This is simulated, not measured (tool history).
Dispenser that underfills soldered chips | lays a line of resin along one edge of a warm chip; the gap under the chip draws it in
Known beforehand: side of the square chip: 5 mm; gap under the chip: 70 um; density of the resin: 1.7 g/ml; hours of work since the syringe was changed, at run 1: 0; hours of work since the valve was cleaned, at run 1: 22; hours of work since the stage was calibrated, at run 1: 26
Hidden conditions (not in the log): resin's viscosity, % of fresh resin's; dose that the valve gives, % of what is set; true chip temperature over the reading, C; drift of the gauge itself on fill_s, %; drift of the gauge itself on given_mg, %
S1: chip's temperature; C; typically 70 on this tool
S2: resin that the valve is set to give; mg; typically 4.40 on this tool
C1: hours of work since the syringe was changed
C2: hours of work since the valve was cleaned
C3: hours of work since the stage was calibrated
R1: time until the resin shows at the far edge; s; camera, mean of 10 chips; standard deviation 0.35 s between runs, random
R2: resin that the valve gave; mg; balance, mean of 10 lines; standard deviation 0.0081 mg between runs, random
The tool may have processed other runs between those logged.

Run 1, hour 0.0: usual settings; C1 0; C2 22; C3 26. Result: R1 17.5 s, R2 4.340 mg.
Run 2, hour 6.2: usual settings but S1 78 C; C1 5; C2 27; C3 31. Result: R1 18.3 s, R2 4.366 mg.
Run 3, hour 12.4: usual settings but S2 5.02 mg; C1 10; C2 32; C3 36. Result: R1 35.9 s, R2 4.945 mg.
At hour 14.2: new syringe of resin.
Run 4, hour 18.3: usual settings but S1 58 C, S2 5.02 mg; C1 3; C2 36; C3 41. Result: R1 36.9 s, R2 4.940 mg.
Run 5, hour 23.3: usual settings but S1 58 C, S2 5.02 mg; C1 7; C2 40; C3 44. Result: R1 48.6 s, R2 4.926 mg.
Run 6, hour 27.7: usual settings but S1 62 C, S2 5.02 mg; C1 11; C2 44; C3 48. Result: R1 51.8 s, R2 4.928 mg.
At hour 28.9: new syringe of resin.
Run 7, hour 33.7: usual settings but S1 62 C, S2 5.02 mg; C1 4; C2 48; C3 52. Result: R1 32.7 s, R2 4.916 mg.
Run 8, hour 38.1: usual settings but S1 62 C, S2 5.02 mg; C1 7; C2 52; C3 56. Result: R1 39.9 s, R2 4.920 mg.
Run 9, hour 41.1: usual settings but S1 62 C, S2 5.02 mg; C1 10; C2 54; C3 58. Result: R1 49.2 s, R2 4.915 mg.
At hour 43.6: new syringe of resin.
Run 10, hour 46.3: usual settings but S1 62 C, S2 5.02 mg; C1 2; C2 58; C3 62. Result: R1 28.1 s, R2 4.908 mg.
Run 11, hour 51.6: usual settings but S1 67 C, S2 3.79 mg; C1 6; C2 62; C3 66. Result: R1 34.3 s, R2 3.696 mg.
Run 12, hour 54.7: usual settings but S1 67 C, S2 3.79 mg; C1 9; C2 64; C3 68. Result: R1 38.4 s, R2 3.702 mg.
At hour 58.4: new syringe of resin.
Run 13, hour 60.7: usual settings but S1 67 C, S2 3.79 mg; C1 2; C2 69; C3 73. Result: R1 23.7 s, R2 3.683 mg.
Run 14, hour 65.1: usual settings but S1 67 C, S2 3.79 mg; C1 5; C2 72; C3 76. Result: R1 30.5 s, R2 3.682 mg.
Run 15, hour 68.3: usual settings but S1 69 C, S2 4.58 mg; C1 8; C2 75; C3 79. Result: R1 32.1 s, R2 4.457 mg.
Run 16, hour 71.8: usual settings but S1 69 C, S2 4.58 mg; C1 10; C2 77; C3 82. Result: R1 39.4 s, R2 4.462 mg.
At hour 73.0: new syringe of resin.
Run 17, hour 75.6: usual settings but S1 58 C, S2 4.58 mg; C1 2; C2 80; C3 84. Result: R1 34.1 s, R2 4.433 mg.
Run 18, hour 79.6: usual settings but S1 58 C, S2 4.35 mg; C1 5; C2 83; C3 87. Result: R1 44.2 s, R2 4.210 mg.
Run 19, hour 84.7: usual settings but S1 58 C, S2 4.35 mg; C1 9; C2 87; C3 91. Result: R1 58.2 s, R2 4.206 mg.

Below are 4 alternative next runs, each starting from the tool's condition after run 19. Predict each:
At hour 87.6: new syringe of resin.
Run A, hour 90.5: usual settings but S1 72 C; C1 2; C2 92; C3 96. Result: R1 ?, R2 ?.
At hour 87.6: new syringe of resin.
Run B, hour 90.5: usual settings but S1 76 C, S2 4.35 mg; C1 2; C2 92; C3 96. Result: R1 ?, R2 ?.
At hour 87.6: new syringe of resin.
Run C, hour 90.5: usual settings but S1 61 C, S2 5.11 mg; C1 2; C2 92; C3 96. Result: R1 ?, R2 ?.
At hour 87.6: new syringe of resin.
Run D, hour 90.5: usual settings; C1 2; C2 92; C3 96. Result: R1 ?, R2 ?.

run    R1     R2
  A  19.8  4.250
  B  16.4  4.218
  C  30.6  4.935
  D  21.9  4.250
Had the tool no hidden state, the same runs would have come out as:
run    R1     R2
  A  16.1  4.402
  B  13.3  4.369
  C  24.9  5.112
  D  17.8  4.403

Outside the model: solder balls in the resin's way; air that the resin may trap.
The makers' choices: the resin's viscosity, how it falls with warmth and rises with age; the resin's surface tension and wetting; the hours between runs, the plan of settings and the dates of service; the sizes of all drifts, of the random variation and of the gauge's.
